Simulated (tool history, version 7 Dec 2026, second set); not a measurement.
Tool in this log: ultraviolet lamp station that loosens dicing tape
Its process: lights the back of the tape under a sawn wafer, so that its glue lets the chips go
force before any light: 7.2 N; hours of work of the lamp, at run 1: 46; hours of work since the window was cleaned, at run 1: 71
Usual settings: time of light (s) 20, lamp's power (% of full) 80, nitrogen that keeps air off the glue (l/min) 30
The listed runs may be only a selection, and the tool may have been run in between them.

run   hour  time of light (s)  lamp's power (% of full)  nitrogen that keeps air off the glue (l/min)  hours of work of the lamp  hours of work since the window was cleaned  force that peels the tape off (N)  light that reached the tape (mJ/cm²)
  1    0.0                 20                        80                                            30                         46                                          71                              0.653                                   452
  2    5.0                 20                        80                                            30                         49                                          74                              0.642                                   450
  3   11.8                 20                        80                                            30                         54                                          79                              0.670                                   454
  4   20.5                 20                        80                                            30                         60                                          85                              0.624                                   455
  5   27.8                 20                        80                                            30                         65                                          90                              0.674                                   452
  6   32.1                 14                        80                                            30                         68                                          93                              1.265                                   318
  7   38.2                 14                        80                                            30                         72                                          97                              1.342                                   316
  8   42.1                 20                        79                                            30                         75                                          99                              0.659                                   442
  9   49.2                 20                        79                                            30                         79                                         104                              0.667                                   444
 10   57.5                 20                        71                                            30                         85                                         110                              0.883                                   395
 11   63.0                 20                        80                                            30                         89                                         114                              0.691                                   447
 12   68.8                 20                        80                                            48                         93                                         117                              0.481                                   447
 13   77.9                 20                        80                                            48                         99                                         124                              0.489                                   450
 14   81.8                 20                        80                                            48                        102                                         126                              0.512                                   449
 15   90.6                 20                        80                                            48                        108                                         132                              0.492                                   447
 16   94.7                 30                        80                                            48                        110                                         135                              0.217                                   675
 17  102.1                 30                        80                                            48                        115                                         140                              0.222                                   670
 18  110.5                 30                        80                                            48                        121                                         146                              0.210                                   662
 19  115.0                 30                        80                                            48                        124                                         149                              0.224                                   667
 20  120.0                 20                        80                                            20                        128                                         152                              0.917                                   442
 21  124.8                 23                        66                                            37                        131                                         156                              0.670                                   423
 22  133.4                 23                        66                                            50                        137                                         161                              0.568                                   425
 23  142.1                 16                        85                                            19                        143                                         167                              1.298                                   377
 24  147.6                 14                        70                                            30                        146                                         171                              1.662                                   272
 25  152.9                 20                        62                                            50                        150                                         175                              0.846                                   345
 26  157.5                 16                        71                                            16                        153                                         178                              1.889                                   314
 27  164.2                 27                        76                                            54                        158                                         182                              0.281                                   554
 28  170.2                 27                        76                                            54                        162                                         187                              0.285                                   565
 29  177.9                 39                        72                                            30                        167                                         192                              0.217                                   761
 30  186.2                 25                        76                                            33                        173                                         197                              0.461                                   522
 31  194.8                 25                        76                                            33                        178                                         203                              0.453                                   515
 32  203.7                 25                        76                                            33                        185                                         209                              0.481                                   522
 33  209.8                 25                        80                                            33                        189                                         213                              0.424                                   548
 34  218.5                 25                        80                                            33                        195                                         219                              0.401                                   546
 35  222.5                 34                        80                                            33                        197                                         222                              0.214                                   741
 36  229.9                 19                        98                                            14                        202                                         227                              0.966                                   501
 37  233.6                 19                        98                                            14                        205                                         230                              0.947                                   505

Some steps in force that peels the tape off (N), run to run, broken into two amounts with sign: the step expected even without the hidden condition (settings, incoming material, random variation), and the rest, left for the hidden condition together with whatever gauge scatter is not in both the measured and the hidden-condition-free result:
What the log doesn't record here: lamp's light, % of a new lamp's; light that the window lets through, % of a clean one's; drift of the gauge itself on peel_n, %; drift of the gauge itself on dose_mj_cm2, %.
Run 19 -> 20: time of light (s) 30 -> 20, nitrogen that keeps air off the glue (l/min) 48 -> 20. force that peels the tape off (N) +0.693: hidden state +0.065, all else +0.628.
Run 24 -> 25: time of light (s) 14 -> 20, lamp's power (% of full) 70 -> 62, nitrogen that keeps air off the glue (l/min) 30 -> 50. force that peels the tape off (N) -0.816: hidden state -0.040, all else -0.776.
Run 25 -> 26: time of light (s) 20 -> 16, lamp's power (% of full) 62 -> 71, nitrogen that keeps air off the glue (l/min) 50 -> 16. force that peels the tape off (N) +1.043: hidden state +0.052, all else +0.991.
Run 26 -> 27: time of light (s) 16 -> 27, lamp's power (% of full) 71 -> 76, nitrogen that keeps air off the glue (l/min) 16 -> 54. force that peels the tape off (N) -1.608: hidden state -0.108, all else -1.500.
Run 35 -> 36: time of light (s) 34 -> 19, lamp's power (% of full) 80 -> 98, nitrogen that keeps air off the glue (l/min) 33 -> 14. force that peels the tape off (N) +0.752: hidden state +0.101, all else +0.651.

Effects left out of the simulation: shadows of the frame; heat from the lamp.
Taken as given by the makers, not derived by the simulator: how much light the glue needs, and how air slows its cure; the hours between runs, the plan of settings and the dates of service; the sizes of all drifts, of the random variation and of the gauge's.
